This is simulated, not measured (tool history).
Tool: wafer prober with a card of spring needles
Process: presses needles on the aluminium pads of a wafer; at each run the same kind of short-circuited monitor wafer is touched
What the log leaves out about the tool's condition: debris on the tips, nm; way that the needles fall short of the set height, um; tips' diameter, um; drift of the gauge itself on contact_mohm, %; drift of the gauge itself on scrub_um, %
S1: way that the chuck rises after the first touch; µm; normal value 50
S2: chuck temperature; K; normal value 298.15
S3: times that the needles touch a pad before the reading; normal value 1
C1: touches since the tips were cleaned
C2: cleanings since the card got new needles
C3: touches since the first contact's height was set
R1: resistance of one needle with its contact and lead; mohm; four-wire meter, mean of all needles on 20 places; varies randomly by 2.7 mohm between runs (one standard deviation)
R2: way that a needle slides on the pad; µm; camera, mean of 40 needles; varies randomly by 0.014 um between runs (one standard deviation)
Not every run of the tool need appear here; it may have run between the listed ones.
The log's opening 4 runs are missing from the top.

| run | hour | S1 | S2 | S3 | C1 | C2 | C3 | R1 | R2 |
|---|---|---|---|---|---|---|---|---|---|
|  | 44.1 | tips cleaned on abrasive film |
| 5 | 45.4 | 50 | 298.15 | 2 | 430 | 82 | 55472 | 399 | 7.87 |
|  | 51.5 | tips cleaned on abrasive film |
|  | 59 | tips cleaned on abrasive film |
| 6 | 60.7 | 50 | 298.15 | 2 | 527 | 84 | 60219 | 439 | 7.84 |
|  | 66.1 | tips cleaned on abrasive film |
|  | 66.4 | height of the first contact set anew |
|  | 73 | tips cleaned on abrasive film |
| 7 | 76.2 | 50 | 298.15 | 2 | 1010 | 86 | 3065 | 486 | 8.07 |
|  | 80.1 | tips cleaned on abrasive film |
|  | 86.7 | tips cleaned on abrasive film |
| 8 | 86.7 | 47 | 298.15 | 1 | 0 | 88 | 6325 | 337 | 7.57 |
|  | 93.1 | tips cleaned on abrasive film |
|  | 100.1 | tips cleaned on abrasive film |
| 9 | 100.1 | 47 | 298.15 | 1 | 21 | 90 | 10491 | 366 | 7.58 |
|  | 107.1 | tips cleaned on abrasive film |
| 10 | 107.9 | 47 | 298.15 | 1 | 241 | 91 | 12891 | 465 | 7.56 |
|  | 113.5 | tips cleaned on abrasive film |
|  | 120.4 | tips cleaned on abrasive film |
| 11 | 120.5 | 47 | 298.15 | 1 | 39 | 93 | 16814 | 353 | 7.51 |
|  | 126.9 | tips cleaned on abrasive film |
|  | 133.9 | tips cleaned on abrasive film |
| 12 | 134.9 | 50 | 298.15 | 1 | 316 | 95 | 21276 | 429 | 8.01 |
|  | 140.9 | tips cleaned on abrasive film |
|  | 147.8 | tips cleaned on abrasive film |
| 13 | 148 | 50 | 298.15 | 1 | 59 | 97 | 25344 | 367 | 7.96 |
|  | 154.4 | tips cleaned on abrasive film |
| 14 | 156.9 | 50 | 298.15 | 1 | 794 | 98 | 28128 | 565 | 7.96 |
|  | 160.9 | tips cleaned on abrasive film |
|  | 167.3 | tips cleaned on abrasive film |
| 15 | 171.3 | 50 | 298.15 | 1 | 1264 | 100 | 32595 | 641 | 7.95 |
|  | 173.8 | tips cleaned on abrasive film |
|  | 181 | tips cleaned on abrasive film |
| 16 | 186.8 | 50 | 298.15 | 1 | 1846 | 102 | 37443 | 730 | 7.9 |
|  | 188.1 | tips cleaned on abrasive film |
|  | 195 | tips cleaned on abrasive film |
| 17 | 201.1 | 67 | 298.15 | 2 | 1929 | 104 | 41881 | 455 | 10.67 |
|  | 202.6 | tips cleaned on abrasive film |
|  | 209 | tips cleaned on abrasive film |
| 18 | 212 | 55 | 299.15 | 1 | 926 | 106 | 45237 | 558 | 8.72 |
|  | 215.8 | tips cleaned on abrasive film |
| 19 | 221 | 54 | 385.15 | 2 | 1638 | 107 | 48054 | 532 | 8.56 |
|  | 222.4 | tips cleaned on abrasive film |
| 20 | 228.3 | 54 | 390.15 | 2 | 1865 | 108 | 50330 | 559 | 8.54 |

Forecast run 21:
|  | 229.5 | tips cleaned on abrasive film |
| 21 | 235.2 | 54 | 390.15 | 2 | 1807 | 109 | 52469 | ? | ? |

R1: 544 mohm
R2: 8.54 µm
Take away the tool's hidden state, keep the run-to-run variation as it was, and the same run would have given R1 339 mohm, R2 8.73 µm.
